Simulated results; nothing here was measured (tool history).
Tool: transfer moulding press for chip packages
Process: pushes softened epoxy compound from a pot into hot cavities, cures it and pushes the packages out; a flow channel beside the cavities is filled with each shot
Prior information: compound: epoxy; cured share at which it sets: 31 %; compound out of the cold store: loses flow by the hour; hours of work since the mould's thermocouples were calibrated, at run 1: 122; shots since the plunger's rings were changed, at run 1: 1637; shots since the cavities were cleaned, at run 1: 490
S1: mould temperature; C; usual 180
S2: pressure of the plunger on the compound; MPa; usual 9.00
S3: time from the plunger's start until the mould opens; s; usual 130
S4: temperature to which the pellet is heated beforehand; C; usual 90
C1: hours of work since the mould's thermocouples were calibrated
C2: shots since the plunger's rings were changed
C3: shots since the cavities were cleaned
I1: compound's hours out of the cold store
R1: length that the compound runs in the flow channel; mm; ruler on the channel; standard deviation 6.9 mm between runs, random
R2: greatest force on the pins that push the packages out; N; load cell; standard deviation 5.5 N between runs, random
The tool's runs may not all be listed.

run	hour	S1	S2	S3	S4	C1	C2	C3	I1	R1	R2
1	0.0	180	9.00	130	90	122	1637	490	14.5	868	295
2	9.3	180	7.76	130	90	126	1690	543	10.0	846	306
3	14.1	180	7.76	130	90	128	1717	570	17.7	782	299
4	20.8	180	9.00	138	90	131	1755	608	32.3	776	291
# hour 24.6: cavities cleaned with cleaning compound and waxed
5	30.7	180	9.00	138	90	134	1802	34	24.3	812	186
6	41.5	180	9.00	138	90	138	1863	95	20.4	849	214
7	47.7	180	9.00	138	90	141	1898	130	46.1	718	206
8	53.0	180	9.00	138	90	143	1928	160	19.5	838	219
9	61.6	180	9.00	130	90	146	1977	209	27.0	799	240
10	72.4	180	9.00	130	90	151	2038	270	24.0	822	254
11	83.3	180	9.00	130	90	155	2099	331	10.3	878	266
12	92.0	180	9.00	130	90	159	2148	380	11.4	887	280
13	100.7	180	9.00	130	90	162	2197	429	8.9	879	284
14	107.2	180	9.00	130	86	165	2234	466	46.6	709	275
15	112.9	180	9.00	130	86	167	2266	498	43.1	722	280
16	121.9	177	7.11	155	90	171	2317	549	30.5	699	286

Run 17 is up next; what results do you expect?
17	133.1	177	7.11	155	90	175	2380	612	25.0	?	?

R1: 724 mm
R2: 286 N
Take away the tool's hidden state, keep the run-to-run variation as it was, and the same run would have given R1 756 mm, R2 179 N.
